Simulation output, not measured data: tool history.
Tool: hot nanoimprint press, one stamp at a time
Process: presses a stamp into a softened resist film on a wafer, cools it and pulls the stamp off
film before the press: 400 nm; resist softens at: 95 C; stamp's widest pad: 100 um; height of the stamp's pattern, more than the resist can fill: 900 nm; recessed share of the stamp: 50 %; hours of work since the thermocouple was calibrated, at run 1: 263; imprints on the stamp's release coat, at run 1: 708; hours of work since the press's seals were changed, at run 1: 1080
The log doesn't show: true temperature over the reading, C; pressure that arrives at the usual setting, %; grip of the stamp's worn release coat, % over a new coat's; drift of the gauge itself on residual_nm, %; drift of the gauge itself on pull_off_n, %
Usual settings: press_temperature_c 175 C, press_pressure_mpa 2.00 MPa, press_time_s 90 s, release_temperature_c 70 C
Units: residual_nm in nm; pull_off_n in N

| run | hour | press_temperature_c | press_pressure_mpa | press_time_s | release_temperature_c | hours of work since the thermocouple was calibrated | imprints on the stamp's release coat | hours of work since the press's seals were changed | residual_nm | pull_off_n |
|---|---|---|---|---|---|---|---|---|---|---|
| 1 | 0.0 | 175 | 2.00 | 90 | 70 | 263 | 708 | 1080 | 139.5 | 123 |
| 2 | 40.2 | 175 | 2.00 | 90 | 70 | 290 | 821 | 1107 | 140.4 | 123 |
| 3 | 68.8 | 175 | 2.00 | 90 | 70 | 310 | 901 | 1127 | 140.1 | 121 |
|  | 111.6 | press's hydraulic seals changed and the load cell set to zero |
| 4 | 120.5 | 175 | 2.00 | 90 | 70 | 339 | 1024 | 6 | 140.5 | 128 |
| 5 | 143.4 | 175 | 2.00 | 90 | 71 | 355 | 1089 | 22 | 140.5 | 119 |
| 6 | 183.5 | 175 | 2.00 | 90 | 71 | 382 | 1202 | 49 | 139.7 | 120 |
|  | 196.1 | plate thermocouple calibrated |
| 7 | 207.5 | 175 | 2.00 | 90 | 71 | 8 | 1261 | 63 | 139.9 | 126 |
| 8 | 248.3 | 175 | 2.09 | 67 | 75 | 35 | 1376 | 91 | 156.7 | 108 |
| 9 | 281.4 | 175 | 2.09 | 67 | 75 | 58 | 1469 | 113 | 155.7 | 114 |
| 10 | 317.6 | 175 | 1.78 | 90 | 70 | 82 | 1571 | 138 | 146.8 | 123 |

The next listed run, before its measurement:
| 11 | 355.6 | 165 | 1.82 | 90 | 70 | 108 | 1678 | 163 | ? | ? |

{"run 11": {"residual_nm": 209.0, "pull_off_n": 125}}
Without the tool's hidden state the same run would have given residual_nm 209.1 nm, pull_off_n 123 N.
